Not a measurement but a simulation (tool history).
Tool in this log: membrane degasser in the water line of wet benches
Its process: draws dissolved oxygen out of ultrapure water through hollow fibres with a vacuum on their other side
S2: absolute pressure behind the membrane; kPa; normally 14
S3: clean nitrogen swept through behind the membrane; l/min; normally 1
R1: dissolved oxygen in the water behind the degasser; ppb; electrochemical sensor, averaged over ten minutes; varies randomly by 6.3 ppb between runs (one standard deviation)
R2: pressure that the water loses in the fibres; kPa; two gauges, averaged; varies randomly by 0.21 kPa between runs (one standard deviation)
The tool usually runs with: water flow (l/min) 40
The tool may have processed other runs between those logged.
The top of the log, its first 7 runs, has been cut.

{"run": 8, "hour": 1720.0, "water flow (l/min)": 40, "S2": 23, "S3": 1, "R1": 1596.6, "R2": 56.27}
{"hour": 2080.1, "done": "membrane cartridge changed"}
{"run": 9, "hour": 2081.5, "water flow (l/min)": 40, "S2": 23, "S3": 0.4, "R1": 2537.8, "R2": 48.78}
{"run": 10, "hour": 2436.8, "water flow (l/min)": 40, "S2": 23, "S3": 0.4, "R1": 2563.4, "R2": 48.8}
{"run": 11, "hour": 2752.1, "water flow (l/min)": 40, "S2": 23, "S3": 0.4, "R1": 2573.1, "R2": 48.81}
{"run": 12, "hour": 3026.1, "water flow (l/min)": 40, "S2": 23, "S3": 0.4, "R1": 2562.4, "R2": 49.28}
{"run": 13, "hour": 3270.8, "water flow (l/min)": 40, "S2": 23, "S3": 0.4, "R1": 2553, "R2": 49.24}
{"run": 14, "hour": 3425.9, "water flow (l/min)": 40, "S2": 23, "S3": 0.4, "R1": 2576.6, "R2": 49.24}
{"hour": 3613.9, "done": "vacuum gauge calibrated, once more"}
{"run": 15, "hour": 3650.2, "water flow (l/min)": 40, "S2": 14, "S3": 1, "R1": 943.8, "R2": 49.54}
{"run": 16, "hour": 3986.3, "water flow (l/min)": 40, "S2": 14, "S3": 1, "R1": 946.1, "R2": 50.19}
{"run": 17, "hour": 4229.8, "water flow (l/min)": 62, "S2": 14, "S3": 0.87, "R1": 1644.8, "R2": 76.64}
{"run": 18, "hour": 4530.9, "water flow (l/min)": 41, "S2": 34.4, "S3": 1, "R1": 2149.2, "R2": 51.2}
{"run": 19, "hour": 4771.6, "water flow (l/min)": 41, "S2": 34.4, "S3": 1, "R1": 2141.3, "R2": 51.28}
{"run": 20, "hour": 5010.5, "water flow (l/min)": 57, "S2": 27.1, "S3": 0.72, "R1": 2729.7, "R2": 71.62}
{"run": 21, "hour": 5363.2, "water flow (l/min)": 28, "S2": 9.7, "S3": 1.06, "R1": 408, "R2": 35.01}
{"run": 22, "hour": 5568.0, "water flow (l/min)": 28, "S2": 22.8, "S3": 0.55, "R1": 1663.9, "R2": 35.13}
{"run": 23, "hour": 5742.6, "water flow (l/min)": 28, "S2": 22.8, "S3": 0.55, "R1": 1634.2, "R2": 35.44}
{"run": 24, "hour": 5989.6, "water flow (l/min)": 40, "S2": 9.1, "S3": 0.55, "R1": 870, "R2": 50.62}
{"hour": 6018.1, "done": "seals of the vacuum lines changed"}
{"run": 25, "hour": 6306.0, "water flow (l/min)": 28, "S2": 14, "S3": 2.53, "R1": 324.6, "R2": 35.64}
{"run": 26, "hour": 6535.0, "water flow (l/min)": 49, "S2": 16.1, "S3": 0.55, "R1": 1874.4, "R2": 62.13}
{"run": 27, "hour": 6713.9, "water flow (l/min)": 49, "S2": 9.1, "S3": 0.64, "R1": 1037.3, "R2": 62.4}
{"run": 28, "hour": 7055.1, "water flow (l/min)": 49, "S2": 18.6, "S3": 0.64, "R1": 1972.6, "R2": 62.48}
{"run": 29, "hour": 7300.7, "water flow (l/min)": 26, "S2": 10.9, "S3": 0.43, "R1": 848.9, "R2": 33.13}
{"run": 30, "hour": 7636.7, "water flow (l/min)": 26, "S2": 12.5, "S3": 0.43, "R1": 992, "R2": 33.43}
{"hour": 7733.9, "done": "vacuum gauge calibrated"}
{"run": 31, "hour": 7840.5, "water flow (l/min)": 26, "S2": 12.5, "S3": 0.43, "R1": 957.1, "R2": 33.35}
{"run": 32, "hour": 8063.2, "water flow (l/min)": 49, "S2": 14.9, "S3": 0.61, "R1": 1675.6, "R2": 63.4}

Below are 3 alternative next runs, each starting from the tool's condition after run 32. Predict each:
{"run": "A", "hour": 8425.3, "water flow (l/min)": 58, "S2": 26.9, "S3": 0.9, "R1": "?", "R2": "?"}
{"run": "B", "hour": 8425.3, "water flow (l/min)": 26, "S2": 33.7, "S3": 1, "R1": "?", "R2": "?"}
{"run": "C", "hour": 8425.3, "water flow (l/min)": 57, "S2": 11.3, "S3": 1.1, "R1": "?", "R2": "?"}

run=A R1=2556.5 R2=74.72
run=B R1=1477 R2=33.36
run=C R1=1216.3 R2=73.95
What these runs would have given with no unlogged condition in the tool:
run=A R1=2502.4 R2=70.55
run=B R1=1464.8 R2=31.48
run=C R1=1142.2 R2=69.83

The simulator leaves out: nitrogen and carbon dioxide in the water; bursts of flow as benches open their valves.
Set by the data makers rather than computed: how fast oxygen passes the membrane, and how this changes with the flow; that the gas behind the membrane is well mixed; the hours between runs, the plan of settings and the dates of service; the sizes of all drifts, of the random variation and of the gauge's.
